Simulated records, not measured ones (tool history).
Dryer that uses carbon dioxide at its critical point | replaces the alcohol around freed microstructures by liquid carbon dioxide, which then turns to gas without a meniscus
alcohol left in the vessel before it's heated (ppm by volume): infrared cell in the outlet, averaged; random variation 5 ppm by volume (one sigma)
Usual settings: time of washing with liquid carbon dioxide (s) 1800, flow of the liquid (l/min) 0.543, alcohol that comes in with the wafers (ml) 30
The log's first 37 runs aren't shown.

run,hour,time of washing with liquid carbon dioxide (s),flow of the liquid (l/min),alcohol that comes in with the wafers (ml),hours of work since the filter was changed,hours of work since the purifier's bed was changed,alcohol left in the vessel before it's heated (ppm by volume)
38,1359.8,1500,0.418,47,130,300,386
39,1397.6,1500,0.418,47,154,323,406
40,1450.1,1500,0.418,47,186,356,450
41,1475.7,1440,0.574,33,202,371,159
42,1510.2,1080,0.543,92,223,393,1043
43,1544.0,1080,0.395,32,244,414,1148
44,1584.1,2040,0.351,50,269,438,379
# hour 1631.3: inlet filter changed
45,1637.4,2040,0.406,50,4,471,189
46,1669.0,1860,0.624,30,23,490,128
47,1710.8,1260,0.543,30,49,516,233

Forecast each of these 4 alternatives for the next run:
A,1734.5,1260,0.328,27,64,531,?
B,1734.5,2160,0.500,27,64,531,?
C,1734.5,2700,0.692,103,64,531,?
D,1734.5,1800,0.540,79,64,531,?

run,alcohol left in the vessel before it's heated (ppm by volume)
A,841
B,140
C,140
D,167
Without the tool's hidden state the same runs would have given:
run,alcohol left in the vessel before it's heated (ppm by volume)
A,644
B,6
C,11
D,31
